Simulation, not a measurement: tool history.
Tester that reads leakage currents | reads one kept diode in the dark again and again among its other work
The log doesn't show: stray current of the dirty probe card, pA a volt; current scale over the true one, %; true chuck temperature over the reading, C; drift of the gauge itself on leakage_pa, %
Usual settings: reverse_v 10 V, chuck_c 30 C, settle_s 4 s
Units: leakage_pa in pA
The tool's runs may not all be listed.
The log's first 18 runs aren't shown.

run,hour,reverse_v,chuck_c,settle_s,hours of work since the probe card was cleaned,hours of work since the tester was calibrated,hours of work since the chuck was calibrated,leakage_pa
19,1699.8,10,30,4,146,2206,151,329.74
20,1819.2,2.7,30,4,208,2269,214,197.23
21,1922.1,18.8,23,0.41,262,2323,268,268.33
22,2026.3,16.4,30,7.89,317,2377,322,405.07
23,2086.1,2.5,53,9.43,348,2409,354,920.05
24,2166.9,19.9,53,0.33,391,2451,396,2082.68
25,2235.2,4.1,53,5.89,426,2487,432,1117.36
26,2326.1,5.5,34,5.89,474,2535,480,343.46
27,2407.8,1.2,56,4.04,517,2577,522,824.95
28,2503.3,1.3,52,4,567,2628,573,662.96
29,2585.8,10,30,2.02,610,2671,616,329.35

The next listed run, before its measurement:
30,2706.6,4,44,0.31,674,2734,679,?

leakage_pa: 605.14 pA
Without the tool's hidden state the same run would have given leakage_pa 641.39 pA.
